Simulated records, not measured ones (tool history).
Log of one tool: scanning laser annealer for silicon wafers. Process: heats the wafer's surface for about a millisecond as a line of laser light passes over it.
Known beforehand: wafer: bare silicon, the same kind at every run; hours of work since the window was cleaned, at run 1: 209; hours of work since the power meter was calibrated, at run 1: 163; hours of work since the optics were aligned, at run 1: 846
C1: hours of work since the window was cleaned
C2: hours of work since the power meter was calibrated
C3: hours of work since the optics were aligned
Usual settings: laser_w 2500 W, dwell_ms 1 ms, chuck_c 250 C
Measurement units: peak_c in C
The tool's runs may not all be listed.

Run 1, hour 0: usual settings; C1 209; C2 163; C3 846. Result: peak_c 946 C.
Run 2, hour 6.6: usual settings; C1 214; C2 168; C3 851. Result: peak_c 944 C.
Run 3, hour 13.1: usual settings but chuck_c 271 C; C1 219; C2 173; C3 856. Result: peak_c 968 C.
Run 4, hour 18.5: usual settings but laser_w 2274 W; C1 224; C2 178; C3 860. Result: peak_c 876 C.
Run 5, hour 23.2: usual settings but laser_w 2274 W; C1 227; C2 181; C3 864. Result: peak_c 880 C.
Run 6, hour 31.8: usual settings but dwell_ms 0.86 ms, chuck_c 212 C; C1 234; C2 188; C3 870. Result: peak_c 855 C.
Run 7, hour 36.5: usual settings but dwell_ms 0.86 ms, chuck_c 212 C; C1 237; C2 192; C3 874. Result: peak_c 855 C.
Run 8, hour 47: usual settings but dwell_ms 1.12 ms, chuck_c 212 C; C1 246; C2 200; C3 882. Result: peak_c 947 C.
Run 9, hour 56: usual settings but dwell_ms 1.12 ms, chuck_c 212 C; C1 253; C2 207; C3 889. Result: peak_c 945 C.
Run 10, hour 66.7: usual settings but laser_w 2363 W, dwell_ms 1.07 ms, chuck_c 243 C; C1 261; C2 215; C3 898. Result: peak_c 918 C.

Each row is a separate what-if for the run after 10, all from the same tool condition, not one after another. Results?
Run A, hour 75.8: usual settings but laser_w 2199 W, dwell_ms 0.79 ms, chuck_c 267 C; C1 268; C2 222; C3 905. Result: peak_c ?.
Run B, hour 75.8: usual settings but laser_w 2363 W, dwell_ms 0.9 ms, chuck_c 275 C; C1 268; C2 222; C3 905. Result: peak_c ?.
Run C, hour 75.8: usual settings but laser_w 2363 W, dwell_ms 0.73 ms, chuck_c 243 C; C1 268; C2 222; C3 905. Result: peak_c ?.
Run D, hour 75.8: usual settings but laser_w 2363 W, dwell_ms 0.71 ms, chuck_c 243 C; C1 268; C2 222; C3 905. Result: peak_c ?.
Run E, hour 75.8: usual settings but laser_w 2196 W, dwell_ms 0.78 ms; C1 268; C2 222; C3 905. Result: peak_c ?.

run  peak_c
  A     804
  B     896
  C     803
  D     795
  E     783
Had the tool no hidden state, the same runs would have come out as:
run  peak_c
  A     820
  B     914
  C     820
  D     811
  E     799
